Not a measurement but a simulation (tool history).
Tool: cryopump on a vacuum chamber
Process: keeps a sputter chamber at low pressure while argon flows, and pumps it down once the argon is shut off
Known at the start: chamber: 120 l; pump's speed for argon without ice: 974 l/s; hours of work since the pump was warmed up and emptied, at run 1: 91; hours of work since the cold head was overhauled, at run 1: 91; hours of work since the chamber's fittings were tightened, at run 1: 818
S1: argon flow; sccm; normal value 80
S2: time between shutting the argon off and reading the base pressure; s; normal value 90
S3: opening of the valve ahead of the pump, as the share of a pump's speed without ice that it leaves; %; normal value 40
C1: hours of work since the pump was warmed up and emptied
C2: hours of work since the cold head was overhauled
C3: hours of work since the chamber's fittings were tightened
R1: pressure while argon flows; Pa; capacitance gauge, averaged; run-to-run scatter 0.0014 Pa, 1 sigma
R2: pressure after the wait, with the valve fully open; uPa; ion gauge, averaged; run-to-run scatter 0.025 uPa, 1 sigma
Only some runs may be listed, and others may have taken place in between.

run    hour  S1   S2  S3   C1    C2    C3      R1    R2
  1       0  80   90  40   91    91   818  0.3502  1.65
  2    45.8  80   90  40  116   116   843  0.3541  1.68
  3    88.4  80   90  40  139   139   866  0.3524  1.66
  4     154  80   90  40  175   175   902  0.3533   1.7
  5   236.2  80   90  40  219   219   946  0.3554  1.75
  6   290.1  80   90  52  248   248   975  0.2739  1.81
  7   349.2  80   90  52  280   280  1007   0.278  1.85
  8   408.1  80   90  52  312   312  1039   0.278  1.91
  9   460.1  80   90  43  340   340  1067  0.3364  1.96
 10   542.2  80  150  43  385   385  1112  0.3364  1.72
 11   585.5  80  150  43  408   408  1135  0.3358  1.71
 12   636.5  80   90  40  436   436  1163  0.3604     2
 13   699.1  80   32  40  469   469  1197  0.3648  3.32
 14   737.1  80   32  40  490   490  1217  0.3613  3.29
 15   806.4  80   32  31  527   527  1255  0.4634   3.3
 16     884  80   32  31  569   569  1297  0.4667  3.33
 17   963.6  80   44  31  613   613  1340  0.4673  3.02
 18  1044.1  80   44  31  656   656  1383  0.4665  3.03
 19  1096.2  80   44  21  684   684  1411  0.6861  2.97
 20  1177.5  80   44  21  728   728  1455  0.6842  3.15
 21  1213.8  80   44  21  748   748  1475  0.6821  3.12
 22  1295.8  34   53  40  792   792  1519  0.1581  2.89
 23    1370  34   53  40  832   832  1559  0.1579     3
 24  1449.4  67   90  40  875   875  1602  0.3109  2.63
 25  1517.1  67   90  40  912   912  1639  0.3114  2.66
     1534.9  -- pump warmed up, emptied and cooled again
 26  1587.3  58   62  28   28   947  1674  0.3634  2.63
 27  1628.5  99   39  20   51   969  1697  0.8631  3.14
 28  1707.1  80   24  58   93  1012  1739  0.2438  4.27
 29  1766.8  80  189  19  125  1044  1771  0.7332  2.18
 30  1815.2  80  189  19  152  1070  1798  0.7373  2.25
 31  1888.8  36  241  16  191  1110  1837  0.3909   2.2
 32  1924.6  36  241  16  211  1130  1857  0.3918  2.27
 33  1979.9  80  283  40  241  1159  1887  0.3555  2.23

Pick out some run-to-run changes in R1. Of each, how much would a tool without hidden state show as well, from the settings, what came in and chance, and how much is left for the hidden state and any gauge scatter not in both results compared?
Unlogged tool condition in this case: pump's speed, % of a pump's without ice; cold plate's temperature, K; leak into the chamber, uPa l/s; drift of the gauge itself on working_pa, %; drift of the gauge itself on base_upa, %.
Run 21 -> 22: S1 80 -> 34, S2 44 -> 53, S3 21 -> 40. R1 -0.524 Pa: hidden state -0.0123, all else -0.5117.
Run 23 -> 24: S1 34 -> 67, S2 53 -> 90. R1 +0.153 Pa: hidden state +0.0111, all else +0.1419.
Run 25 -> 26: S1 67 -> 58, S2 90 -> 62, S3 40 -> 28, pump warmed up, emptied and cooled again. R1 +0.052 Pa: hidden state -0.0205, all else +0.0725.
Run 26 -> 27: S1 58 -> 99, S2 62 -> 39, S3 28 -> 20. R1 +0.4997 Pa: hidden state +0.0019, all else +0.4978.
Run 27 -> 28: S1 99 -> 80, S2 39 -> 24, S3 20 -> 58. R1 -0.6193 Pa: hidden state +0.0002, all else -0.6195.
